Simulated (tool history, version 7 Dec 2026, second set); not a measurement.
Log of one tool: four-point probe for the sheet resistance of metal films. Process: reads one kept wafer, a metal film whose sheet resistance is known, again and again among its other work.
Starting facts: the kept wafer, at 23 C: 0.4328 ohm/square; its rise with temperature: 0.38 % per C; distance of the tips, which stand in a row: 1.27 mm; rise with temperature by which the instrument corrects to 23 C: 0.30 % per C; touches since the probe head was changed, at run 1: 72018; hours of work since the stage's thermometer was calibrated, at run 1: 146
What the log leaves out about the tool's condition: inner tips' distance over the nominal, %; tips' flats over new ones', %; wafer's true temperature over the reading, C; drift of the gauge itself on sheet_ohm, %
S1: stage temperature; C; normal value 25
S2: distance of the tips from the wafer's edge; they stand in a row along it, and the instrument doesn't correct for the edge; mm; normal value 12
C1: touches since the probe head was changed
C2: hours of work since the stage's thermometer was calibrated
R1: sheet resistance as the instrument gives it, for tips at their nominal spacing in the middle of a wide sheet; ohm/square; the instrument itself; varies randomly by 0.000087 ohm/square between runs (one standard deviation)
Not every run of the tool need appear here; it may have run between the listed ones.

Run 1, hour 0.0: usual settings; C1 72018; C2 146. Result: R1 0.435209 ohm/square.
Run 2, hour 42.9: usual settings but S1 29 C; C1 72951; C2 167. Result: R1 0.436933 ohm/square.
Run 3, hour 128.5: usual settings but S1 29 C; C1 74812; C2 207. Result: R1 0.436774 ohm/square.
Run 4, hour 227.5: usual settings but S1 30 C; C1 76963; C2 254. Result: R1 0.436956 ohm/square.
Run 5, hour 308.3: usual settings but S1 30 C; C1 78719; C2 292. Result: R1 0.436947 ohm/square.
Run 6, hour 351.8: usual settings but S1 30 C; C1 79665; C2 313. Result: R1 0.436826 ohm/square.
Run 7, hour 394.4: usual settings but S1 30 C; C1 80590; C2 333. Result: R1 0.436941 ohm/square.
Run 8, hour 449.3: usual settings but S1 30 C; C1 81782; C2 359. Result: R1 0.436843 ohm/square.
Run 9, hour 524.1: usual settings; C1 83408; C2 395. Result: R1 0.434895 ohm/square.
Run 10, hour 591.7: usual settings but S1 19 C; C1 84877; C2 427. Result: R1 0.432717 ohm/square.
Run 11, hour 689.9: usual settings but S1 19 C; C1 87012; C2 473. Result: R1 0.432708 ohm/square.
Run 12, hour 787.5: usual settings but S1 19 C; C1 89133; C2 520. Result: R1 0.432620 ohm/square.
Run 13, hour 862.9: usual settings but S1 19 C; C1 90771; C2 555. Result: R1 0.432533 ohm/square.
Run 14, hour 941.0: usual settings but S1 19 C; C1 92469; C2 592. Result: R1 0.432551 ohm/square.
Run 15, hour 998.6: usual settings but S1 19 C; C1 93721; C2 620. Result: R1 0.432531 ohm/square.
Run 16, hour 1047.4: usual settings but S1 19 C; C1 94782; C2 643. Result: R1 0.432510 ohm/square.
Run 17, hour 1107.9: usual settings but S1 19 C, S2 59 mm; C1 96097; C2 672. Result: R1 0.430035 ohm/square.
Run 18, hour 1199.0: usual settings but S1 19 C, S2 22 mm; C1 98076; C2 715. Result: R1 0.430558 ohm/square.
Run 19, hour 1248.5: usual settings but S1 19 C, S2 22 mm; C1 99152; C2 738. Result: R1 0.430622 ohm/square.
Run 20, hour 1316.2: usual settings but S1 19 C, S2 22 mm; C1 100623; C2 770. Result: R1 0.430681 ohm/square.
Run 21, hour 1358.3: usual settings but S2 54 mm; C1 101537; C2 790. Result: R1 0.432301 ohm/square.
Run 22, hour 1422.2: usual settings but S2 54 mm; C1 102928; C2 821. Result: R1 0.432080 ohm/square.
Run 23, hour 1476.0: usual settings but S2 54 mm; C1 104096; C2 846. Result: R1 0.432120 ohm/square.
Run 24, hour 1573.9: usual settings but S1 26 C, S2 54 mm; C1 106223; C2 892. Result: R1 0.432638 ohm/square.
Run 25, hour 1641.2: usual settings but S1 21 C, S2 23 mm; C1 107687; C2 924. Result: R1 0.431115 ohm/square.
Run 26, hour 1688.6: usual settings but S1 28 C, S2 3 mm; C1 108717; C2 947. Result: R1 0.471014 ohm/square.
Run 27, hour 1756.5: usual settings but S1 33 C, S2 25 mm; C1 110192; C2 979. Result: R1 0.435355 ohm/square.
Run 28, hour 1810.8: usual settings but S1 33 C, S2 25 mm; C1 111373; C2 1005. Result: R1 0.435324 ohm/square.
Run 29, hour 1852.7: usual settings but S1 33 C, S2 25 mm; C1 112284; C2 1025. Result: R1 0.435275 ohm/square.
Run 30, hour 1906.5: usual settings but S1 26 C, S2 11 mm; C1 113453; C2 1050. Result: R1 0.435194 ohm/square.
Run 31, hour 1951.7: usual settings but S1 26 C, S2 11 mm; C1 114434; C2 1071. Result: R1 0.435098 ohm/square.
Run 32, hour 2005.4: usual settings but S1 34 C, S2 10 mm; C1 115601; C2 1097. Result: R1 0.438793 ohm/square.
Run 33, hour 2051.7: usual settings but S1 31 C, S2 33 mm; C1 116608; C2 1119. Result: R1 0.434020 ohm/square.
Run 34, hour 2138.7: usual settings but S1 29 C, S2 70 mm; C1 118498; C2 1160. Result: R1 0.433147 ohm/square.
Run 35, hour 2225.6: usual settings but S1 22 C, S2 30 mm; C1 120387; C2 1201. Result: R1 0.430848 ohm/square.
Run 36, hour 2299.9: usual settings but S1 22 C, S2 30 mm; C1 122002; C2 1237. Result: R1 0.430968 ohm/square.
Run 37, hour 2385.3: usual settings but S1 19 C, S2 13 mm; C1 123859; C2 1277. Result: R1 0.431376 ohm/square.
Run 38, hour 2486.3: usual settings but S2 6 mm; C1 126054; C2 1325. Result: R1 0.441485 ohm/square.
Run 39, hour 2552.3: usual settings but S1 23 C, S2 4 mm; C1 127488; C2 1356. Result: R1 0.452767 ohm/square.
Run 40, hour 2639.1: usual settings but S1 23 C, S2 4 mm; C1 129374; C2 1397. Result: R1 0.452810 ohm/square.
Run 41, hour 2688.3: usual settings but S1 21 C, S2 17 mm; C1 130444; C2 1421. Result: R1 0.431169 ohm/square.
Run 42, hour 2779.1: usual settings but S1 24 C, S2 23 mm; C1 132417; C2 1464. Result: R1 0.431665 ohm/square.
Run 43, hour 2825.3: usual settings but S1 26 C, S2 51 mm; C1 133421; C2 1486. Result: R1 0.431808 ohm/square.
Run 44, hour 2914.5: usual settings but S2 22 mm; C1 135358; C2 1528. Result: R1 0.432057 ohm/square.
Run 45, hour 2984.4: usual settings but S1 23 C, S2 11 mm; C1 136878; C2 1561. Result: R1 0.433611 ohm/square.
Run 46, hour 3063.4: usual settings but S1 18 C, S2 53 mm; C1 138595; C2 1598. Result: R1 0.428749 ohm/square.

A few steps of R1 between consecutive runs. Split each: what settings, incoming material and random variation would produce without the hidden state, and what is left over for the hidden state, along with gauge scatter present in only one of the two compared results (measured, and without hidden state):
Run 25 -> 26: S1 21 -> 28, S2 23 -> 3. R1 +0.039899 ohm/square: hidden state -0.000159, all else +0.040058.
Run 26 -> 27: S1 28 -> 33, S2 3 -> 25. R1 -0.035659 ohm/square: hidden state +0.000098, all else -0.035757.
Run 37 -> 38: S1 19 -> 25, S2 13 -> 6. R1 +0.010109 ohm/square: hidden state -0.000089, all else +0.010198.
Run 40 -> 41: S1 23 -> 21, S2 4 -> 17. R1 -0.021641 ohm/square: hidden state +0.000075, all else -0.021716.
